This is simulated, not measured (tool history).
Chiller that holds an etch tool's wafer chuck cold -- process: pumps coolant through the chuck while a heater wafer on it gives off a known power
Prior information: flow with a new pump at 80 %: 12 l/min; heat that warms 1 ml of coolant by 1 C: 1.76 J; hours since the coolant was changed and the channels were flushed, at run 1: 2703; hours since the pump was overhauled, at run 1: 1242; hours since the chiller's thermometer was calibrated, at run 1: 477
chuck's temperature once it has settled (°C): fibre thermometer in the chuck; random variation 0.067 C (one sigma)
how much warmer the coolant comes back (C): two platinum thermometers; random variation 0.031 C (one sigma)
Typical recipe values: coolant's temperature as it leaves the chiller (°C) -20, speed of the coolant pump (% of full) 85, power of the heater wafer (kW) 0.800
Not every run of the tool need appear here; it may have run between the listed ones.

run,hour,coolant's temperature as it leaves the chiller (°C),speed of the coolant pump (% of full),power of the heater wafer (kW),hours since the coolant was changed and the channels were flushed,hours since the pump was overhauled,hours since the chiller's thermometer was calibrated,chuck's temperature once it has settled (°C),how much warmer the coolant comes back (C)
1,0.0,-20,85,0.800,2703,1242,477,-15.15,2.12
2,48.0,-20,73,0.800,2751,1290,525,-14.57,2.50
3,73.2,-20,73,0.800,2777,1315,550,-14.52,2.50
4,112.9,-20,73,0.800,2816,1355,590,-14.60,2.51
5,148.6,-20,71,0.800,2852,1391,625,-14.62,2.58
6,170.6,-20,71,0.800,2874,1413,647,-14.44,2.65
7,220.4,-20,65,0.800,2924,1463,697,-14.06,2.85
8,251.6,-20,65,0.800,2955,1494,728,-14.08,2.91
9,291.6,-20,65,0.800,2995,1534,768,-14.09,2.92
10,337.7,-20,65,0.800,3041,1580,814,-14.18,2.88
11,370.6,-20,92,0.800,3074,1613,847,-15.37,1.99
12,399.2,-20,92,0.800,3103,1641,876,-15.46,2.04
13,434.5,-20,85,0.800,3138,1677,911,-15.24,2.17
14,474.0,-20,85,0.800,3177,1716,951,-15.23,2.25
15,504.7,-20,85,0.800,3208,1747,981,-15.11,2.22
16,527.8,-20,81,0.800,3231,1770,1004,-15.01,2.33
17,550.2,-20,71,0.711,3254,1792,1027,-15.16,2.39
18,572.6,-20,83,0.709,3276,1815,1049,-15.63,1.95
19,593.6,-21,65,0.632,3297,1836,1070,-16.37,2.35
20,642.8,-23,63,1.016,3346,1885,1120,-15.36,3.84
21,690.5,-23,63,1.016,3394,1933,1167,-15.30,3.85
22,729.7,-27,85,0.800,3433,1972,1206,-22.28,2.20
23,759.0,-15,85,0.931,3462,2001,1236,-9.39,2.59
24,782.5,-15,85,0.931,3486,2025,1259,-9.38,2.66
25,830.8,-20,73,0.800,3534,2073,1308,-14.44,2.68
26,866.6,-13,65,0.417,3570,2109,1343,-9.99,1.65
27,895.1,-20,64,1.090,3598,2137,1372,-11.92,4.07
28,938.9,-20,64,1.090,3642,2181,1416,-11.82,4.10
29,975.5,-23,72,0.612,3679,2218,1452,-18.89,2.13
# hour 1011.1: coolant changed, channels flushed
30,1014.9,-27,85,0.800,4,2251,1486,-22.17,2.27
31,1042.7,-20,64,0.477,32,2279,1513,-16.50,1.89
32,1088.5,-20,64,0.477,77,2325,1559,-16.47,1.82

Here are 3 independent what-if runs from the current tool condition. What would each one return?
A,1126.1,-20,73,0.453,115,2362,1597,?,?
B,1126.1,-10,68,0.599,115,2362,1597,?,?
C,1126.1,-17,76,0.800,115,2362,1597,?,?

run,chuck's temperature once it has settled (°C),how much warmer the coolant comes back (C)
A,-16.97,1.57
B,-5.87,2.21
C,-11.69,2.59
Without the tool's unlogged condition, the same runs would have read:
run,chuck's temperature once it has settled (°C),how much warmer the coolant comes back (C)
A,-16.98,1.39
B,-5.88,2.03
C,-11.70,2.41

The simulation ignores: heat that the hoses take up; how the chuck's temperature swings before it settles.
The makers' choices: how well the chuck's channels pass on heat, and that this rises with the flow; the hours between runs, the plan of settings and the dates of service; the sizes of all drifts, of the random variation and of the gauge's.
